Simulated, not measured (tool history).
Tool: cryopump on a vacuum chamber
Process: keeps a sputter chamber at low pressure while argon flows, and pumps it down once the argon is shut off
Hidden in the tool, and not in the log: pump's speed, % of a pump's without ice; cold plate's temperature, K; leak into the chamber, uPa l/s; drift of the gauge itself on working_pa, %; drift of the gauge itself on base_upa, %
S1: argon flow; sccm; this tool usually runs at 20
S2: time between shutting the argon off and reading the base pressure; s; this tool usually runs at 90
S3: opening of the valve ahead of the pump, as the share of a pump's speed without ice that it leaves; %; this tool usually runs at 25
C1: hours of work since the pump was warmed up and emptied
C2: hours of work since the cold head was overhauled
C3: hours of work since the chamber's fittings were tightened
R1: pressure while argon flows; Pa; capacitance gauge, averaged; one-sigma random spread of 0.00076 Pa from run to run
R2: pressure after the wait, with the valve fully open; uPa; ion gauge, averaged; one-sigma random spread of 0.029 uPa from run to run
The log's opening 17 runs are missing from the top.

run,hour,S1,S2,S3,C1,C2,C3,R1,R2
18,640.7,20,213,25,301,301,30,0.1535,0.85
19,687.1,20,106,38,321,321,50,0.1045,1.36
20,713.3,9,31,17,332,332,61,0.1001,3.47
21,742.4,37,105,15,344,344,73,0.463,1.36
22,776.6,29,130,24,359,359,88,0.2338,1.2
23,820.6,29,130,24,377,377,107,0.2345,1.22
24,853.2,17,81,25,391,391,121,0.1342,1.68
25,889.3,17,81,51,407,407,136,0.0725,1.72
26,934.8,26,81,51,426,426,156,0.1125,1.76
27,962.1,27,81,48,438,438,167,0.1234,1.79
# hour 982.3: pump warmed up, emptied and cooled again
28,1002.3,27,81,48,9,453,182,0.1012,1.56
29,1052.1,27,81,48,30,474,204,0.1016,1.62
30,1085,20,246,25,44,488,218,0.1441,0.82
31,1117.1,25,168,52,58,502,231,0.0886,0.95
32,1167.7,13,118,25,79,523,253,0.0943,1.23
33,1204.6,13,118,25,95,539,269,0.0952,1.28
34,1247.8,13,118,25,113,558,287,0.0961,1.22
35,1287.6,13,118,25,130,575,304,0.0947,1.22

Branching from run 35: 3 alternative next runs. What would each branch give?
A,1312.7,12,118,30,141,585,315,?,?
B,1312.7,38,33,20,141,585,315,?,?
C,1312.7,13,118,39,141,585,315,?,?

run,R1,R2
A,0.0734,1.22
B,0.346,3.38
C,0.0628,1.27
With no hidden state in the tool, these same runs would have given:
run,R1,R2
A,0.0706,1.06
B,0.3373,3.22
C,0.0598,1.11
